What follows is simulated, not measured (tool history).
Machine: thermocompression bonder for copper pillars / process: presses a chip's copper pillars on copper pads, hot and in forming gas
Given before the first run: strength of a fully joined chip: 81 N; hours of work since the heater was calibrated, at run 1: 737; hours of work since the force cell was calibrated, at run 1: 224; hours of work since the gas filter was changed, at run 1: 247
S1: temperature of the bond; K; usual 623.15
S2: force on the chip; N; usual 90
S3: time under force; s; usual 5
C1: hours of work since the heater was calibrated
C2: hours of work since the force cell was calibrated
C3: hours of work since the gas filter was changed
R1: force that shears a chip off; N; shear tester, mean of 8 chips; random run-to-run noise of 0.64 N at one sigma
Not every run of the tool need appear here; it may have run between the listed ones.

run    hour      S1   S2  S3   C1   C2   C3    R1
  1       0  623.15   90   5  737  224  247    41
  2    38.4  623.15   90   5  754  241  264  40.9
  3    58.2  623.15   90   5  763  250  273    40
  4    88.8  623.15   90   5  777  264  286  39.2
      112.7  -- heater calibrated with a thermocouple chip
  5   127.3  623.15   90   5    7  280  303  42.7
  6   167.8  623.15  102   5   25  299  321  46.6
  7   201.2  623.15  102   9   40  314  336  53.2
  8   220.7  623.15  102   9   49  322  345  53.4
  9   243.6  623.15  102   9   59  333  355  52.5
 10   269.1  623.15  102   9   70  344  367    53
 11   293.1  623.15  102   9   81  355  377  54.6
 12   330.7  623.15   90   5   98  372  394  40.8
 13     377  623.15  110   5  119  393  415    47
      393.1  -- forming gas filter changed
 14   419.6  623.15  110   5  138  412   12  53.1
 15   440.5  623.15  110   5  147  421   21    53
 16     481  623.15  110   5  165  439   39  50.9
 17   509.4  623.15  110   5  178  452   52  52.3
 18   549.9  634.15   90   5  196  470   70  47.1
 19   595.7  634.15   90   5  217  491   91  46.4
 20   635.2  623.15   59   5  235  508  109  30.8
 21   654.9  635.15   59   9  243  517  118  40.4
 22   676.4  610.15   73   9  253  527  127  38.6
      680.6  -- force cell calibrated
 23   712.9  637.15   73   6  269   15  143  42.6
 24   750.4  612.15   60   6  286   31  160  28.3
 25   786.6  640.15   83   5  302   48  176  43.9
 26   830.6  627.15  105  13  322   67  196  60.1
 27   860.7  647.15   90   6  335   81  209  51.9
 28   880.4  647.15   90   6  344   90  218  51.1
 29   912.9  627.15   66   7  359  104  233  36.6
 30   937.8  623.15   83   5  370  116  244  38.1
 31   964.4  623.15   83   5  382  128  256  37.9
      972.3  -- force cell calibrated, once more
 32  1013.8  623.15   83   5  403   19  277  38.8
 33  1057.7  597.15  124   4  423   38  297  41.3
 34  1093.7  643.15  132   4  439   55  313  55.8
 35  1118.4  594.15   57   6  450   66  324  20.5
 36    1156  649.15   68   8  467   82  341  45.9
 37  1182.2  614.15   65   5  479   94  353  28.7
 38  1210.8  614.15   56   5  492  107  366  24.6
 39  1238.4  623.15   76   5  504  120  378    34

How the hidden state differs across the entries between the runs, from the last listed run before each to the first after it:
Logged between run 4 and run 5: heater calibrated with a thermocouple chip (hour 112.7)
  true temperature of the bond over the reading, C: -8.7 -> -0.6; oxide that the forming gas leaves, % of the face: 8.08 -> 8.51
  what was measured, less what the result would be without the hidden state, R1: -7.2 -> -4.8 N
Logged between run 13 and run 14: forming gas filter changed (hour 393.1)
  true temperature of the bond over the reading, C: -2 -> -2.2; oxide that the forming gas leaves, % of the face: 11.5 -> 0.89
  what was measured, less what the result would be without the hidden state, R1: -7.5 -> -2.1 N
Logged between run 22 and run 23: force cell calibrated (hour 680.6)
  true temperature of the bond over the reading, C: -3.6 -> -3.8; force that reaches the chip, % of what is set: 96.7 -> 95.3; oxide that the forming gas leaves, % of the face: 3.9 -> 4.3
  what was measured, less what the result would be without the hidden state, R1: -3.9 -> -4.9 N
Logged between run 31 and run 32: force cell calibrated, once more (hour 972.3)
  true temperature of the bond over the reading, C: -5.1 -> -5.4; force that reaches the chip, % of what is set: 94.9 -> 99.7; oxide that the forming gas leaves, % of the face: 7.25 -> 7.77
  what was measured, less what the result would be without the hidden state, R1: -6.4 -> -5.1 N
